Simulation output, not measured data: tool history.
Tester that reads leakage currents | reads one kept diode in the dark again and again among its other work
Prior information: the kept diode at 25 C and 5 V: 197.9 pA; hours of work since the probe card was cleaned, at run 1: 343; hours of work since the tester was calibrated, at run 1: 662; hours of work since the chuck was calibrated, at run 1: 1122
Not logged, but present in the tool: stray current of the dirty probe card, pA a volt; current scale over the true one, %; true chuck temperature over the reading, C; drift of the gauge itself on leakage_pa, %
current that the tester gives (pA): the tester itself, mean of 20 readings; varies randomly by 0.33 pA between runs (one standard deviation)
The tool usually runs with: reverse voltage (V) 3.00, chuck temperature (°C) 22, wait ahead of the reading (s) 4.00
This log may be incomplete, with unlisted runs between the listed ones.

run	hour	reverse voltage (V)	chuck temperature (°C)	wait ahead of the reading (s)	hours of work since the probe card was cleaned	hours of work since the tester was calibrated	hours of work since the chuck was calibrated	current that the tester gives (pA)
1	0.0	3.00	22	4.00	343	662	1122	98.01
2	145.9	12.42	22	4.00	410	729	1189	226.90
3	247.4	12.42	22	4.00	456	775	1235	226.74
4	370.8	12.42	22	4.00	512	831	1292	225.57
5	566.8	12.42	22	4.00	602	921	1381	226.80
6	807.7	3.00	33	4.00	712	1031	1491	271.39
# hour 909.8: chuck's temperature calibrated
7	926.8	3.00	33	4.00	765	1084	8	315.49
8	1172.6	3.00	33	4.00	877	1196	120	313.77
9	1307.1	6.68	22	4.00	939	1257	181	179.47
10	1514.6	6.68	22	4.00	1033	1352	276	178.07
11	1665.2	18.95	22	4.00	1102	1421	345	338.24
12	1811.3	15.93	22	4.00	1169	1487	411	303.21
13	1978.0	15.93	22	4.00	1245	1564	487	300.76
14	2105.3	3.00	22	4.00	1303	1622	545	108.26
15	2269.6	1.45	22	4.00	1378	1697	620	69.35
16	2431.9	1.45	22	4.00	1452	1771	694	69.45
17	2666.8	4.24	29	4.15	1559	1878	802	253.53
18	2859.6	4.29	22	4.00	1647	1966	890	132.32
# hour 2959.0: probe card cleaned and baked
19	2970.8	6.25	44	4.00	5	2015	939	1164.48
20	3108.0	6.25	44	4.00	68	2078	1002	1159.50
21	3291.3	4.73	27	1.19	152	2161	1085	205.95
22	3430.0	4.73	56	0.63	215	2225	1148	2668.75
23	3613.9	4.73	56	0.63	299	2309	1232	2640.62
24	3823.4	4.73	56	0.63	394	2404	1328	2625.31
25	4010.3	4.73	56	0.63	480	2489	1413	2617.19
26	4187.5	4.73	56	0.63	560	2570	1494	2587.69
# hour 4278.6: chuck's temperature calibrated
27	4293.3	3.00	57	0.64	608	2618	7	2497.65
28	4459.4	10.64	22	4.00	684	2693	82	237.78
29	4630.6	10.64	22	4.00	762	2771	161	237.65

Entry by entry between the runs, the difference in hidden state between the last listed run before and the first listed run after:
Runs 6 to 7: chuck's temperature calibrated (hour 909.8)
  stray current of the dirty probe card, pA a volt: 1.19 -> 1.269; current scale over the true one, %: -0.39 -> -0.4; true chuck temperature over the reading, C: -1.7 -> -0.09
  difference, measured minus the result without the unlogged condition, current that the tester gives (pA): -43.80 -> -0.05
Runs 18 to 19: probe card cleaned and baked (hour 2959.0)
  stray current of the dirty probe card, pA a volt: 2.665 -> 0.033; current scale over the true one, %: -0.64 -> -0.66; true chuck temperature over the reading, C: -1.05 -> -1.1
  difference, measured minus the result without the unlogged condition, current that the tester gives (pA): -3.02 -> -125.52
Runs 26 to 27: chuck's temperature calibrated (hour 4278.6)
  stray current of the dirty probe card, pA a volt: 0.928 -> 0.998; current scale over the true one, %: -0.81 -> -0.82; true chuck temperature over the reading, C: -1.72 -> 0.06
  difference, measured minus the result without the unlogged condition, current that the tester gives (pA): -404.95 -> -5.67
